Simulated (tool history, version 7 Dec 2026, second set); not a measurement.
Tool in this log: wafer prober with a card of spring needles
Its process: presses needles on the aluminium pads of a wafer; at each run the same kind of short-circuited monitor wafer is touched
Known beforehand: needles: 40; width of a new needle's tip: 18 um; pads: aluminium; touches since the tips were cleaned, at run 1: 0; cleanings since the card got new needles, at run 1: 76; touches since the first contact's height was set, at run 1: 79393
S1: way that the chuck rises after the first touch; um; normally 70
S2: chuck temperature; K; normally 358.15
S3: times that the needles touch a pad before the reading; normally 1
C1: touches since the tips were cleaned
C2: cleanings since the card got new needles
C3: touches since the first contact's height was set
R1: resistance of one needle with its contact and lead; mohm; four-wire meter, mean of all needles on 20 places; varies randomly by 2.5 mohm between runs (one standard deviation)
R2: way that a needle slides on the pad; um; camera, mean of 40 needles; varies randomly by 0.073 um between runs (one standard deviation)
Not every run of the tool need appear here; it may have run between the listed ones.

run   hour  S1      S2  S3    C1   C2      C3   R1     R2
  1      0  70  358.15   1     0   76   79393  279  13.19
      15.1  -- tips cleaned on abrasive film
      30.3  -- tips cleaned on abrasive film
  2   34.1  70  358.15   1  1368   78   91620  283  13.35
      43.9  -- tips cleaned on abrasive film
      58.4  -- tips cleaned on abrasive film
  3   71.2  86  358.15   1  4612   80  104951  288  16.22
      74.5  -- tips cleaned on abrasive film
      87.6  -- tips cleaned on abrasive film
  4   99.1  70  325.15   1  4174   82  114963  276  13.08
     101.3  -- tips cleaned on abrasive film
     117.2  -- tips cleaned on abrasive film
  5  125.8  70  325.15   1  3126   84  124540  276  13.26
     131.5  -- tips cleaned on abrasive film
     146.4  -- tips cleaned on abrasive film
  6  148.5  70  325.15   1   774   86  132651  274  13.16
     160.2  -- tips cleaned on abrasive film
     175.7  -- tips cleaned on abrasive film
  7  179.5  70  358.15   1  1375   88  143788  282   13.3
     191.9  -- tips cleaned on abrasive film
     205.9  -- tips cleaned on abrasive film
  8  211.2  70  367.15   1  1934   90  155163  286  13.19
     222.1  -- tips cleaned on abrasive film
     236.7  -- tips cleaned on abrasive film
       237  -- height of the first contact set anew
       251  -- tips cleaned on abrasive film
  9  251.7  70  358.15   1   245   93    5256  285  13.26
       267  -- tips cleaned on abrasive film
     281.7  -- tips cleaned on abrasive film
     296.3  -- tips cleaned on abrasive film
 10  297.7  70  360.15   1   500   96   21768  283  13.26
     311.4  -- tips cleaned on abrasive film
 11  322.3  70  360.15   1  3934   97   30611  282  13.21
     324.9  -- tips cleaned on abrasive film
     338.8  -- tips cleaned on abrasive film
 12    344  70  360.15   1  1847   99   38365  287  13.27
     353.8  -- tips cleaned on abrasive film
     368.6  -- tips cleaned on abrasive film
     382.5  -- tips cleaned on abrasive film
 13  389.9  70  360.15   1  2683  102   54859  281  13.34
     396.5  -- tips cleaned on abrasive film
     411.3  -- tips cleaned on abrasive film
     426.3  -- tips cleaned on abrasive film
 14  434.7  70  360.15   1  3031  105   70922  279  13.14
     440.6  -- tips cleaned on abrasive film
     456.2  -- tips cleaned on abrasive film
 15  459.9  70  358.15   1  1352  107   79950  284  13.24
     469.7  -- tips cleaned on abrasive film
     483.5  -- tips cleaned on abrasive film
 16  483.5  70  358.15   1     0  109   88373  284   13.3
     499.2  -- tips cleaned on abrasive film
     513.9  -- tips cleaned on abrasive film
 17  513.9  70  358.15   1     0  111   99294  283  13.32
     529.8  -- tips cleaned on abrasive film
       544  -- tips cleaned on abrasive film
 18  544.8  70  299.15   2   293  113  110373  266  13.29
     558.2  -- tips cleaned on abrasive film
     574.3  -- tips cleaned on abrasive film
 19  576.9  70  396.15   1   947  115  121901  297  13.23
     588.4  -- tips cleaned on abrasive film
     602.3  -- tips cleaned on abrasive film
 20  614.9  70  396.15   1  4555  117  135536  294  13.21
     617.2  -- tips cleaned on abrasive film
     632.5  -- tips cleaned on abrasive film
     648.1  -- tips cleaned on abrasive film
     661.3  -- tips cleaned on abrasive film
 21  661.3  70  368.15   1     0  121  152169  286  13.17
     677.3  -- tips cleaned on abrasive film
 22  686.4  60  345.15   2  3278  122  161190  278  11.34
     692.3  -- tips cleaned on abrasive film
     695.8  -- height of the first contact set anew
     707.4  -- tips cleaned on abrasive film
     722.6  -- tips cleaned on abrasive film
 23  733.7  55  310.15   3  4008  125   13593  272   10.5
       737  -- tips cleaned on abrasive film
     750.9  -- tips cleaned on abrasive film
 24  757.1  70  358.15   1  2240  127   21996  282   13.2
     766.4  -- tips cleaned on abrasive film
     781.6  -- tips cleaned on abrasive film
     796.9  -- tips cleaned on abrasive film
 25  801.3  56  326.15   2  1592  130   37834  274   10.7
     811.1  -- tips cleaned on abrasive film
     826.2  -- tips cleaned on abrasive film
     840.7  -- tips cleaned on abrasive film
 26  844.1  56  326.15   2  1231  133   53187  272  10.65
     853.9  -- tips cleaned on abrasive film
     869.4  -- tips cleaned on abrasive film
     883.5  -- tips cleaned on abrasive film
 27  885.5  61  311.15   2   706  136   68003  274   11.7
     897.5  -- tips cleaned on abrasive film
     911.2  -- tips cleaned on abrasive film
 28  920.5  61  309.15   2  3368  138   80577  268  11.53
     926.9  -- tips cleaned on abrasive film
     941.7  -- tips cleaned on abrasive film
 29  942.4  61  309.15   2   249  140   88420  271  11.54
     957.6  -- tips cleaned on abrasive film
 30  963.2  61  382.15   1  2028  141   95885  295  11.46
       973  -- tips cleaned on abrasive film
     988.2  -- tips cleaned on abrasive film
 31  991.1  61  382.15   1  1038  143  105879  295  11.68

What differs in the tool's unlogged condition from the final listed run ahead of each entry between runs to the first listed run following it?
After run 1, before run 2: tips cleaned on abrasive film (hour 15.1); tips cleaned on abrasive film (hour 30.3)
  debris on the tips, nm: 0.1 -> 1; way that the needles fall short of the set height, um: 0.05 -> 0.06
After run 2, before run 3: tips cleaned on abrasive film (hour 43.9); tips cleaned on abrasive film (hour 58.4)
  debris on the tips, nm: 1 -> 2.1
After run 3, before run 4: tips cleaned on abrasive film (hour 74.5); tips cleaned on abrasive film (hour 87.6)
  debris on the tips, nm: 2.1 -> 2; way that the needles fall short of the set height, um: 0.06 -> 0.07
After run 4, before run 5: tips cleaned on abrasive film (hour 101.3); tips cleaned on abrasive film (hour 117.2)
  debris on the tips, nm: 2 -> 1.7; way that the needles fall short of the set height, um: 0.07 -> 0.08; tips' diameter, um: 18.09 -> 18.1
After run 5, before run 6: tips cleaned on abrasive film (hour 131.5); tips cleaned on abrasive film (hour 146.4)
  debris on the tips, nm: 1.7 -> 0.8
After run 6, before run 7: tips cleaned on abrasive film (hour 160.2); tips cleaned on abrasive film (hour 175.7)
  debris on the tips, nm: 0.8 -> 1.1; way that the needles fall short of the set height, um: 0.08 -> 0.09
After run 7, before run 8: tips cleaned on abrasive film (hour 191.9); tips cleaned on abrasive film (hour 205.9)
  debris on the tips, nm: 1.1 -> 1.5; way that the needles fall short of the set height, um: 0.09 -> 0.1; tips' diameter, um: 18.1 -> 18.11
After run 8, before run 9: tips cleaned on abrasive film (hour 222.1); tips cleaned on abrasive film (hour 236.7); height of the first contact set anew (hour 237); tips cleaned on abrasive film (hour 251)
  debris on the tips, nm: 1.5 -> 0.3; way that the needles fall short of the set height, um: 0.1 -> 0
After run 9, before run 10: tips cleaned on abrasive film (hour 267); tips cleaned on abrasive film (hour 281.7); tips cleaned on abrasive film (hour 296.3)
  debris on the tips, nm: 0.3 -> 0.6; way that the needles fall short of the set height, um: 0 -> 0.01
After run 10, before run 11: tips cleaned on abrasive film (hour 311.4)
  debris on the tips, nm: 0.6 -> 2; way that the needles fall short of the set height, um: 0.01 -> 0.02
After run 11, before run 12: tips cleaned on abrasive film (hour 324.9); tips cleaned on abrasive film (hour 338.8)
  debris on the tips, nm: 2 -> 1.2; tips' diameter, um: 18.11 -> 18.12
After run 12, before run 13: tips cleaned on abrasive film (hour 353.8); tips cleaned on abrasive film (hour 368.6); tips cleaned on abrasive film (hour 382.5)
  debris on the tips, nm: 1.2 -> 1.4; way that the needles fall short of the set height, um: 0.02 -> 0.03
After run 13, before run 14: tips cleaned on abrasive film (hour 396.5); tips cleaned on abrasive film (hour 411.3); tips cleaned on abrasive film (hour 426.3)
  debris on the tips, nm: 1.4 -> 1.6; way that the needles fall short of the set height, um: 0.03 -> 0.04
After run 14, before run 15: tips cleaned on abrasive film (hour 440.6); tips cleaned on abrasive film (hour 456.2)
  debris on the tips, nm: 1.6 -> 1.1; way that the needles fall short of the set height, um: 0.04 -> 0.05
After run 15, before run 16: tips cleaned on abrasive film (hour 469.7); tips cleaned on abrasive film (hour 483.5)
  debris on the tips, nm: 1.1 -> 0.2; tips' diameter, um: 18.12 -> 18.13
After run 16, before run 17: tips cleaned on abrasive film (hour 499.2); tips cleaned on abrasive film (hour 513.9)
  debris on the tips, nm: 0.2 -> 0.1; way that the needles fall short of the set height, um: 0.05 -> 0.06
After run 17, before run 18: tips cleaned on abrasive film (hour 529.8); tips cleaned on abrasive film (hour 544)
  debris on the tips, nm: 0.1 -> 0.5; way that the needles fall short of the set height, um: 0.06 -> 0.07
After run 18, before run 19: tips cleaned on abrasive film (hour 558.2); tips cleaned on abrasive film (hour 574.3)
  debris on the tips, nm: 0.5 -> 0.9; way that the needles fall short of the set height, um: 0.07 -> 0.08
After run 19, before run 20: tips cleaned on abrasive film (hour 588.4); tips cleaned on abrasive film (hour 602.3)
  debris on the tips, nm: 0.9 -> 2.1; tips' diameter, um: 18.13 -> 18.14
After run 20, before run 21: tips cleaned on abrasive film (hour 617.2); tips cleaned on abrasive film (hour 632.5); tips cleaned on abrasive film (hour 648.1); tips cleaned on abrasive film (hour 661.3)
  debris on the tips, nm: 2.1 -> 0.2; way that the needles fall short of the set height, um: 0.08 -> 0.1
After run 21, before run 22: tips cleaned on abrasive film (hour 677.3)
  debris on the tips, nm: 0.2 -> 1.7
After run 22, before run 23: tips cleaned on abrasive film (hour 692.3); height of the first contact set anew (hour 695.8); tips cleaned on abrasive film (hour 707.4); tips cleaned on abrasive film (hour 722.6)
  debris on the tips, nm: 1.7 -> 1.9; way that the needles fall short of the set height, um: 0.1 -> 0.01; tips' diameter, um: 18.14 -> 18.15
After run 23, before run 24: tips cleaned on abrasive film (hour 737); tips cleaned on abrasive film (hour 750.9)
  debris on the tips, nm: 1.9 -> 1.4
After run 24, before run 25: tips cleaned on abrasive film (hour 766.4); tips cleaned on abrasive film (hour 781.6); tips cleaned on abrasive film (hour 796.9)
  debris on the tips, nm: 1.4 -> 1.1; way that the needles fall short of the set height, um: 0.01 -> 0.03
After run 25, before run 26: tips cleaned on abrasive film (hour 811.1); tips cleaned on abrasive film (hour 826.2); tips cleaned on abrasive film (hour 840.7)
  debris on the tips, nm: 1.1 -> 0.8; way that the needles fall short of the set height, um: 0.03 -> 0.04; tips' diameter, um: 18.15 -> 18.16
After run 26, before run 27: tips cleaned on abrasive film (hour 853.9); tips cleaned on abrasive film (hour 869.4); tips cleaned on abrasive film (hour 883.5)
  debris on the tips, nm: 0.8 -> 0.6; way that the needles fall short of the set height, um: 0.04 -> 0.05
After run 27, before run 28: tips cleaned on abrasive film (hour 897.5); tips cleaned on abrasive film (hour 911.2)
  debris on the tips, nm: 0.6 -> 1.9
After run 28, before run 29: tips cleaned on abrasive film (hour 926.9); tips cleaned on abrasive film (hour 941.7)
  debris on the tips, nm: 1.9 -> 0.4; way that the needles fall short of the set height, um: 0.05 -> 0.06; tips' diameter, um: 18.16 -> 18.17
After run 29, before run 30: tips cleaned on abrasive film (hour 957.6)
  debris on the tips, nm: 0.4 -> 1.4
After run 30, before run 31: tips cleaned on abrasive film (hour 973); tips cleaned on abrasive film (hour 988.2)
  debris on the tips, nm: 1.4 -> 0.9; way that the needles fall short of the set height, um: 0.06 -> 0.07
